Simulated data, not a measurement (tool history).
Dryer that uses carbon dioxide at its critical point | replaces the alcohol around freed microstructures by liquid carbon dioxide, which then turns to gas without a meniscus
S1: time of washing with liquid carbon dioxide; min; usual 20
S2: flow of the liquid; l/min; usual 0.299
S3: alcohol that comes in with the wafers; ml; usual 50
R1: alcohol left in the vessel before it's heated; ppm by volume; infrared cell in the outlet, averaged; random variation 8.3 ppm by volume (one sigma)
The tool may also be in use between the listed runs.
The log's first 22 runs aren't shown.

run	day	S1	S2	S3	R1
23	18.188	20	0.331	50	486
24	18.975	20	0.299	84	1085
25	20.288	27	0.195	41	1096
26	21.542	17	0.299	30	837
# day 22.229: inlet filter changed
27	22.254	25	0.299	25	244
28	23.512	17	0.198	50	4003
29	24.138	17	0.198	50	4041
30	24.854	18	0.326	50	673
31	25.775	20	0.261	33	779
32	26.671	20	0.261	30	747
33	27.592	20	0.261	30	760
34	28.6	30	0.266	62	342
35	29.629	30	0.266	62	346
36	30.871	23	0.299	33	378
37	31.579	19	0.23	23	1047
38	32.842	19	0.23	23	1059
39	33.775	19	0.23	23	1072
40	34.621	19	0.331	50	596
41	35.65	19	0.331	50	621
42	36.258	17	0.344	29	541
43	36.958	20	0.497	60	257
# day 38.267: purifier's bed changed
44	38.267	20	0.497	60	25
45	38.875	21	0.299	57	453
46	39.517	31	0.292	56	63
47	40.4	23	0.234	22	407

Forecast each of these 4 alternatives for the next run:
A	41.583	24	0.261	50	?
B	41.583	25	0.235	85	?
C	41.583	23	0.302	99	?
D	41.583	23	0.216	64	?

run	R1
A	456
B	1014
C	493
D	1590
Without the tool's hidden state the same runs would have given:
run	R1
A	380
B	867
C	406
D	1397
